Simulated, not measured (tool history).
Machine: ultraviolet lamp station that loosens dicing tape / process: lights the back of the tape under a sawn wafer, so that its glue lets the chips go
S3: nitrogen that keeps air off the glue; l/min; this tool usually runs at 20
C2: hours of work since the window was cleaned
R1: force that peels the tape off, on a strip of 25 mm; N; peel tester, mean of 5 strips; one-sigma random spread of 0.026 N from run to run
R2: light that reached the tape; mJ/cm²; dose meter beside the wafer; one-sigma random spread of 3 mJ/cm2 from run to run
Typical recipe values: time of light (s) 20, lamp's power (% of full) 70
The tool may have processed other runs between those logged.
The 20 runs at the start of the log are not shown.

run 21 day=13.283 | time_of_light_(s)=18 lamp's_power_(%_of_full)=70 S3=20 | hours_of_work_of_the_lamp=682 C2=59 | R1=1.940 R2=354
run 22 day=13.746 | time_of_light_(s)=23 lamp's_power_(%_of_full)=62 S3=38 | hours_of_work_of_the_lamp=691 C2=67 | R1=1.003 R2=404
run 23 day=14.575 | time_of_light_(s)=19 lamp's_power_(%_of_full)=60 S3=31 | hours_of_work_of_the_lamp=706 C2=83 | R1=1.815 R2=321
run 24 day=15.400 | time_of_light_(s)=20 lamp's_power_(%_of_full)=85 S3=13 | hours_of_work_of_the_lamp=721 C2=98 | R1=1.601 R2=473
run 25 day=16.158 | time_of_light_(s)=23 lamp's_power_(%_of_full)=64 S3=20 | hours_of_work_of_the_lamp=736 C2=113 | R1=1.506 R2=410
run 26 day=16.675 | time_of_light_(s)=18 lamp's_power_(%_of_full)=77 S3=19 | hours_of_work_of_the_lamp=745 C2=122 | R1=1.689 R2=382
run 27 day=17.379 | time_of_light_(s)=11 lamp's_power_(%_of_full)=80 S3=8 | hours_of_work_of_the_lamp=758 C2=135 | R1=4.829 R2=241
run 28 day=17.912 | time_of_light_(s)=24 lamp's_power_(%_of_full)=77 S3=8 | hours_of_work_of_the_lamp=768 C2=145 | R1=1.902 R2=504
run 29 day=18.425 | time_of_light_(s)=24 lamp's_power_(%_of_full)=77 S3=8 | hours_of_work_of_the_lamp=778 C2=155 | R1=1.854 R2=512

Run 30 has not been measured yet. What should we expect?
run 30 day=18.958 | time_of_light_(s)=15 lamp's_power_(%_of_full)=70 S3=18 | hours_of_work_of_the_lamp=788 C2=165 | R1=? R2=?

R1: 2.890 N
R2: 288 mJ/cm²
If the tool had no hidden condition, the same run with the same run-to-run variation would have returned R1 2.315 N, R2 335 mJ/cm².
